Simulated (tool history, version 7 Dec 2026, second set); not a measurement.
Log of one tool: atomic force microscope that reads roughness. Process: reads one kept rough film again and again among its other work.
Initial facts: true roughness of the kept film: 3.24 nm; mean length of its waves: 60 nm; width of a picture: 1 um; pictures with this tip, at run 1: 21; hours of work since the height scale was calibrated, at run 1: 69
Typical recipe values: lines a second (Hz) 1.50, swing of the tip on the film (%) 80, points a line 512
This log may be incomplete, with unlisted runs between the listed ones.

run     day  lines a second (Hz)  swing of the tip on the film (%)  points a line  pictures with this tip  hours of work since the height scale was calibrated  roughness of the kept film (nm (root mean square))
  1   0.000                 1.50                                80            512                      21                                                   69                                               2.806
  2   0.825                 1.50                                80            512                      64                                                   82                                               2.642
      0.938  -- new tip fitted
  3   1.712                 1.50                                80            512                      41                                                   96                                               2.741
      2.221  -- new tip fitted
  4   2.512                 1.50                                80            512                      15                                                  109                                               2.809
      3.533  -- new tip fitted
  5   3.533                 1.50                                62            512                       0                                                  125                                               3.036
  6   4.608                 1.50                                82            512                      56                                                  142                                               2.662
      4.833  -- new tip fitted
  7   5.283                 1.50                                80            512                      23                                                  153                                               2.786
      6.112  -- new tip fitted
  8   6.375                 1.50                                80            512                      14                                                  170                                               2.838
      7.412  -- new tip fitted
  9   7.533                 0.62                                80            512                       6                                                  188                                               3.013
 10   8.225                 0.62                                80            512                      43                                                  199                                               2.877
      8.779  -- new tip fitted
 11   8.942                 1.50                                73            512                       8                                                  211                                               2.923
 12   9.558                 1.50                                80            683                      41                                                  221                                               2.753
     10.083  -- new tip fitted
 13  10.258                 1.50                                62            683                       9                                                  232                                               3.016
     11.388  -- new tip fitted
 14  11.388                 1.50                                62            683                       0                                                  250                                               3.050
 15  12.600                 1.50                                62            683                      64                                                  269                                               2.818
     12.683  -- new tip fitted
 16  13.671                 3.85                                80            512                      52                                                  286                                               2.353
     13.962  -- new tip fitted
 17  14.958                 3.85                                80            512                      52                                                  306                                               2.348
     15.254  -- new tip fitted
 18  15.646                 3.85                                80            512                      20                                                  317                                               2.433
     16.521  -- new tip fitted
 19  16.800                 3.85                                80            512                      15                                                  335                                               2.455
     17.779  -- new tip fitted
 20  18.062                 3.85                                80            512                      15                                                  355                                               2.448
     19.029  -- new tip fitted
 21  19.150                 1.50                                80            512                       6                                                  373                                               2.842
 22  19.804                 1.50                                80            512                      40                                                  383                                               2.732
     20.308  -- new tip fitted
 23  20.612                 1.50                                80            512                      16                                                  396                                               2.810
     21.596  -- new tip fitted
 24  21.746                 1.50                                80            512                       8                                                  414                                               2.850
     22.900  -- new tip fitted
 25  22.967                 1.50                                80            512                       4                                                  433                                               2.856
 26  23.642                 1.78                                87            512                      39                                                  444                                               2.572
     24.179  -- new tip fitted
 27  24.371                 1.50                                71            461                      11                                                  456                                               2.938
 28  24.933                 1.45                                57            570                      40                                                  465                                               2.953
     25.425  -- new tip fitted
 29  26.183                 1.45                                57            570                      40                                                  485                                               2.949
     26.717  -- new tip fitted
 30  27.454                 0.85                                62            594                      39                                                  505                                               2.974
     28.021  -- new tip fitted
 31  28.233                 0.70                                75            512                      11                                                  517                                               3.016
     29.296  -- new tip fitted
 32  29.438                 0.70                                75            512                       7                                                  536                                               3.026
 33  30.096                 1.67                                80            512                      41                                                  547                                               2.727
     30.621  -- new tip fitted
 34  30.721                 1.67                                80            512                       5                                                  556                                               2.836
     31.883  -- new tip fitted
 35  31.929                 1.50                                89            634                       2                                                  576                                               2.729
     33.133  -- new tip fitted
 36  33.133                 1.50                                83            428                       0                                                  595                                               2.804
     34.400  -- new tip fitted
 37  34.400                 1.50                                75            473                       0                                                  615                                               2.938
 38  35.375                 1.01                                78            450                      51                                                  630                                               2.815
     35.746  -- new tip fitted
 39  36.150                 1.01                                78            450                      22                                                  643                                               2.913
     37.029  -- new tip fitted
 40  37.200                 0.89                                74            961                       9                                                  659                                               3.016
 41  37.846                 0.89                                74            961                      42                                                  670                                               2.893
     38.296  -- new tip fitted
 42  38.658                 4.00                                85            736                      19                                                  682                                               2.317
 43  39.212                 2.96                                62            340                      48                                                  691                                               2.792
     39.592  -- new tip fitted
 44  40.383                 3.02                                72            344                      42                                                  710                                               2.681
     40.921  -- new tip fitted
 45  41.446                 3.48                                80            433                      27                                                  727                                               2.517
     42.192  -- new tip fitted
 46  42.483                 3.48                                80            433                      15                                                  743                                               2.525
 47  43.233                 0.62                                64            411                      55                                                  755                                               2.899
     43.542  -- new tip fitted
 48  44.346                 0.75                                62            411                      42                                                  773                                               2.946

Entry by entry between the runs, the difference in hidden state between the last listed run before and the first listed run after:
Run 2 -> run 3: new tip fitted (day 0.938)
  radius of the tip, nm: 30.9 -> 21.1; height scale over the true one, %: 0.07 -> 0.08
  measured result minus the result with no hidden state, roughness of the kept film (nm (root mean square)): -0.218 -> -0.132
Run 3 -> run 4: new tip fitted (day 2.221)
  radius of the tip, nm: 21.1 -> 12.5; height scale over the true one, %: 0.08 -> 0.09
  measured result minus the result with no hidden state, roughness of the kept film (nm (root mean square)): -0.132 -> -0.051
Run 4 -> run 5: new tip fitted (day 3.533)
  radius of the tip, nm: 12.5 -> 7.3; height scale over the true one, %: 0.09 -> 0.11
  measured result minus the result with no hidden state, roughness of the kept film (nm (root mean square)): -0.051 -> +0.000
Run 6 -> run 7: new tip fitted (day 4.833)
  radius of the tip, nm: 27.7 -> 16.4; height scale over the true one, %: 0.13 -> 0.14
  measured result minus the result with no hidden state, roughness of the kept film (nm (root mean square)): -0.188 -> -0.086
Run 7 -> run 8: new tip fitted (day 6.112)
  radius of the tip, nm: 16.4 -> 12.3; height scale over the true one, %: 0.14 -> 0.16
  measured result minus the result with no hidden state, roughness of the kept film (nm (root mean square)): -0.086 -> -0.048
Run 8 -> run 9: new tip fitted (day 7.412)
  radius of the tip, nm: 12.3 -> 9.1; height scale over the true one, %: 0.16 -> 0.18
  measured result minus the result with no hidden state, roughness of the kept film (nm (root mean square)): -0.048 -> -0.016
Run 10 -> run 11: new tip fitted (day 8.779)
  radius of the tip, nm: 24.4 -> 9.7; height scale over the true one, %: 0.19 -> 0.2
  measured result minus the result with no hidden state, roughness of the kept film (nm (root mean square)): -0.169 -> -0.021
Run 12 -> run 13: new tip fitted (day 10.083)
  radius of the tip, nm: 20.3 -> 10.3; height scale over the true one, %: 0.21 -> 0.22
  measured result minus the result with no hidden state, roughness of the kept film (nm (root mean square)): -0.121 -> -0.029
Run 13 -> run 14: new tip fitted (day 11.388)
  radius of the tip, nm: 10.3 -> 7.4; height scale over the true one, %: 0.22 -> 0.24
  measured result minus the result with no hidden state, roughness of the kept film (nm (root mean square)): -0.029 -> +0.003
Run 15 -> run 16: new tip fitted (day 12.683)
  radius of the tip, nm: 31.4 -> 26.1; height scale over the true one, %: 0.26 -> 0.28
  measured result minus the result with no hidden state, roughness of the kept film (nm (root mean square)): -0.231 -> -0.149
Run 16 -> run 17: new tip fitted (day 13.962)
  radius of the tip, nm: 26.1 -> 26.6; height scale over the true one, %: 0.28 -> 0.3
  measured result minus the result with no hidden state, roughness of the kept film (nm (root mean square)): -0.149 -> -0.152
Run 17 -> run 18: new tip fitted (day 15.254)
  radius of the tip, nm: 26.6 -> 15.1; height scale over the true one, %: 0.3 -> 0.31
  measured result minus the result with no hidden state, roughness of the kept film (nm (root mean square)): -0.152 -> -0.061
Run 18 -> run 19: new tip fitted (day 16.521)
  radius of the tip, nm: 15.1 -> 13.2; height scale over the true one, %: 0.31 -> 0.33
  measured result minus the result with no hidden state, roughness of the kept film (nm (root mean square)): -0.061 -> -0.044
Run 19 -> run 20: new tip fitted (day 17.779)
  radius of the tip, nm: 13.2 -> 12.9; height scale over the true one, %: 0.33 -> 0.35
  measured result minus the result with no hidden state, roughness of the kept film (nm (root mean square)): -0.044 -> -0.041
Run 20 -> run 21: new tip fitted (day 19.029)
  radius of the tip, nm: 12.9 -> 9.6; height scale over the true one, %: 0.35 -> 0.36
  measured result minus the result with no hidden state, roughness of the kept film (nm (root mean square)): -0.041 -> -0.016
Run 22 -> run 23: new tip fitted (day 20.308)
  radius of the tip, nm: 21.2 -> 13.4; height scale over the true one, %: 0.37 -> 0.39
  measured result minus the result with no hidden state, roughness of the kept film (nm (root mean square)): -0.123 -> -0.051
Run 23 -> run 24: new tip fitted (day 21.596)
  radius of the tip, nm: 13.4 -> 10.2; height scale over the true one, %: 0.39 -> 0.41
  measured result minus the result with no hidden state, roughness of the kept film (nm (root mean square)): -0.051 -> -0.021
Run 24 -> run 25: new tip fitted (day 22.900)
  radius of the tip, nm: 10.2 -> 8.9; height scale over the true one, %: 0.41 -> 0.43
  measured result minus the result with no hidden state, roughness of the kept film (nm (root mean square)): -0.021 -> -0.007
Run 26 -> run 27: new tip fitted (day 24.179)
  radius of the tip, nm: 21.1 -> 11.6; height scale over the true one, %: 0.44 -> 0.45
  measured result minus the result with no hidden state, roughness of the kept film (nm (root mean square)): -0.114 -> -0.033
Run 28 -> run 29: new tip fitted (day 25.425)
  radius of the tip, nm: 21.6 -> 22.6; height scale over the true one, %: 0.46 -> 0.48
  measured result minus the result with no hidden state, roughness of the kept film (nm (root mean square)): -0.135 -> -0.144
Run 29 -> run 30: new tip fitted (day 26.717)
  radius of the tip, nm: 22.6 -> 20.6; height scale over the true one, %: 0.48 -> 0.5
  measured result minus the result with no hidden state, roughness of the kept film (nm (root mean square)): -0.144 -> -0.124
Run 30 -> run 31: new tip fitted (day 28.021)
  radius of the tip, nm: 20.6 -> 11.9; height scale over the true one, %: 0.5 -> 0.51
  measured result minus the result with no hidden state, roughness of the kept film (nm (root mean square)): -0.124 -> -0.036
Run 31 -> run 32: new tip fitted (day 29.296)
  radius of the tip, nm: 11.9 -> 9.1; height scale over the true one, %: 0.51 -> 0.53
  measured result minus the result with no hidden state, roughness of the kept film (nm (root mean square)): -0.036 -> -0.006
Run 33 -> run 34: new tip fitted (day 30.621)
  radius of the tip, nm: 22 -> 9.4; height scale over the true one, %: 0.54 -> 0.55
  measured result minus the result with no hidden state, roughness of the kept film (nm (root mean square)): -0.126 -> -0.008
Run 34 -> run 35: new tip fitted (day 31.883)
  radius of the tip, nm: 9.4 -> 8.2; height scale over the true one, %: 0.55 -> 0.57
  measured result minus the result with no hidden state, roughness of the kept film (nm (root mean square)): -0.008 -> +0.004
Run 35 -> run 36: new tip fitted (day 33.133)
  radius of the tip, nm: 8.2 -> 7.3; height scale over the true one, %: 0.57 -> 0.59
  measured result minus the result with no hidden state, roughness of the kept film (nm (root mean square)): +0.004 -> +0.013
Run 36 -> run 37: new tip fitted (day 34.400)
  radius of the tip, nm: 7.3 -> 7.1; height scale over the true one, %: 0.59 -> 0.61
  measured result minus the result with no hidden state, roughness of the kept film (nm (root mean square)): +0.013 -> +0.017
Run 38 -> run 39: new tip fitted (day 35.746)
  radius of the tip, nm: 24.7 -> 16.1; height scale over the true one, %: 0.63 -> 0.64
  measured result minus the result with no hidden state, roughness of the kept film (nm (root mean square)): -0.154 -> -0.073
Run 39 -> run 40: new tip fitted (day 37.029)
  radius of the tip, nm: 16.1 -> 10.8; height scale over the true one, %: 0.64 -> 0.65
  measured result minus the result with no hidden state, roughness of the kept film (nm (root mean square)): -0.073 -> -0.020
Run 41 -> run 42: new tip fitted (day 38.296)
  radius of the tip, nm: 22.5 -> 13.6; height scale over the true one, %: 0.67 -> 0.68
  measured result minus the result with no hidden state, roughness of the kept film (nm (root mean square)): -0.135 -> -0.036
Run 43 -> run 44: new tip fitted (day 39.592)
  radius of the tip, nm: 22.8 -> 21.9; height scale over the true one, %: 0.69 -> 0.71
  measured result minus the result with no hidden state, roughness of the kept film (nm (root mean square)): -0.133 -> -0.118
Run 44 -> run 45: new tip fitted (day 40.921)
  radius of the tip, nm: 21.9 -> 15.6; height scale over the true one, %: 0.71 -> 0.72
  measured result minus the result with no hidden state, roughness of the kept film (nm (root mean square)): -0.118 -> -0.056
Run 45 -> run 46: new tip fitted (day 42.192)
  radius of the tip, nm: 15.6 -> 12.9; height scale over the true one, %: 0.72 -> 0.74
  measured result minus the result with no hidden state, roughness of the kept film (nm (root mean square)): -0.056 -> -0.033
Run 47 -> run 48: new tip fitted (day 43.542)
  radius of the tip, nm: 28.3 -> 23.6; height scale over the true one, %: 0.75 -> 0.77
  measured result minus the result with no hidden state, roughness of the kept film (nm (root mean square)): -0.191 -> -0.146
